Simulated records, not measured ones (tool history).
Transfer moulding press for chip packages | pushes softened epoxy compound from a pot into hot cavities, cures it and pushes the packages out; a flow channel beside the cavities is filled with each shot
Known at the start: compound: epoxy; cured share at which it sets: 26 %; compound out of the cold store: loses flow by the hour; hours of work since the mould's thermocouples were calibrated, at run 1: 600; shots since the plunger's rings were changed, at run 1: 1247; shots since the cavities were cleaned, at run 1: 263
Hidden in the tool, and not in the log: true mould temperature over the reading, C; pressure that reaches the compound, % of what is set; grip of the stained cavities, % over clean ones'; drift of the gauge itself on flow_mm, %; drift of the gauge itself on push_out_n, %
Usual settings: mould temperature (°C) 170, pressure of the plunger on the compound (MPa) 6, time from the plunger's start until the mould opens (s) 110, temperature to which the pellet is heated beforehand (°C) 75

run     day  mould temperature (°C)  pressure of the plunger on the compound (MPa)  time from the plunger's start until the mould opens (s)  temperature to which the pellet is heated beforehand (°C)  hours of work since the mould's thermocouples were calibrated  shots since the plunger's rings were changed  shots since the cavities were cleaned  incoming compound's hours out of the cold store  length that the compound runs in the flow channel (mm)  greatest force on the pins that push the packages out (N)
  1       0                     170                                              6                                                      110                                                         75                                                            600                                          1247                                    263                                             41.1                                                     666                                                        442
  2   0.971                     170                                           5.32                                                      110                                                         75                                                            612                                          1444                                    460                                             11.7                                                     783                                                        511
  3    1.55                     170                                           5.32                                                      110                                                         75                                                            620                                          1562                                    578                                             38.3                                                     660                                                        494
      2.021  -- cavities cleaned with cleaning compound and waxed
  4   2.771                     170                                              6                                                      110                                                         73                                                            635                                          1797                                    152                                             42.8                                                     666                                                        401
  5    3.65                     168                                              6                                                      110                                                         75                                                            646                                          1975                                    330                                               12                                                     823                                                        513
  6   4.604                     168                                              6                                                      110                                                         75                                                            658                                          2169                                    524                                             15.7                                                     817                                                        566
      5.342  -- cavities cleaned with cleaning compound and waxed
  7   5.358                     168                                           6.07                                                      110                                                         75                                                            667                                          2310                                      3                                             32.2                                                     720                                                        348
  8   6.279                     170                                              6                                                      110                                                         75                                                            679                                          2497                                    190                                             44.9                                                     661                                                        414
  9   7.258                     170                                              6                                                      110                                                         75                                                            692                                          2696                                    389                                             42.8                                                     657                                                        488
 10   7.838                     170                                              6                                                      110                                                         80                                                            699                                          2813                                    506                                             47.8                                                     636                                                        478
      8.662  -- cavities cleaned with cleaning compound and waxed
 11   8.929                     170                                           4.76                                                      110                                                         75                                                            713                                          3022                                     54                                             38.6                                                     605                                                        337
 12    9.75                     170                                           5.83                                                      110                                                         75                                                            723                                          3189                                    221                                             37.1                                                     673                                                        419
 13  10.921                     170                                           5.83                                                      110                                                         70                                                            738                                          3426                                    458                                              9.9                                                     804                                                        527
 14  11.629                     170                                           5.83                                                      110                                                         70                                                            747                                          3570                                    602                                             14.5                                                     797                                                        504
     11.954  -- cavities cleaned with cleaning compound and waxed
 15  12.925                     172                                           5.06                                                      126                                                         74                                                            763                                          3820                                    196                                             32.9                                                     634                                                        369
 16  13.671                     172                                           5.06                                                      126                                                         74                                                            773                                          3972                                    348                                             29.1                                                     655                                                        421
     14.492  -- plunger's sealing rings changed
 17    14.6                     168                                              6                                                      145                                                         75                                                            783                                            22                                    516                                             23.8                                                     780                                                        454
     15.192  -- mould's thermocouples calibrated
     15.538  -- cavities cleaned with cleaning compound and waxed
 18  15.883                     174                                           5.82                                                       98                                                         81                                                              8                                           253                                     71                                             28.7                                                     742                                                        370
 19  17.008                     174                                           5.82                                                       98                                                         81                                                             23                                           480                                    298                                             18.4                                                     797                                                        448
 20  18.004                     164                                           4.57                                                      111                                                         75                                                             35                                           683                                    501                                             47.4                                                     580                                                        700
 21  18.558                     164                                           4.73                                                      131                                                         68                                                             43                                           796                                    614                                             13.2                                                     753                                                        573
     18.896  -- cavities cleaned with cleaning compound and waxed
 22  19.846                     177                                           6.13                                                      145                                                         80                                                             58                                          1044                                    192                                               25                                                     758                                                        361
 23  20.496                     164                                            6.9                                                      110                                                         75                                                             67                                          1176                                    324                                             11.9                                                     923                                                        751
 24  21.338                     170                                           6.81                                                      110                                                         76                                                             78                                          1347                                    495                                              9.7                                                     904                                                        538
     22.225  -- cavities cleaned with cleaning compound and waxed
 25  22.529                     173                                              6                                                      110                                                         76                                                             92                                          1577                                     63                                             32.7                                                     704                                                        342
 26  23.142                     170                                              6                                                       99                                                         66                                                            100                                          1701                                    187                                             21.8                                                     780                                                        526
 27  23.946                     170                                              6                                                       99                                                         66                                                            110                                          1864                                    350                                             28.9                                                     740                                                        570

Run 28 comes next. What will it give?
 28  24.908                     163                                              6                                                       99                                                         69                                                            123                                          2059                                    545                                             33.1                                                       ?                                                          ?

Run 28 gave length that the compound runs in the flow channel (mm) 728, greatest force on the pins that push the packages out (N) 1040.
Without the tool's hidden state the same run would have given length that the compound runs in the flow channel (mm) 751, greatest force on the pins that push the packages out (N) 648.
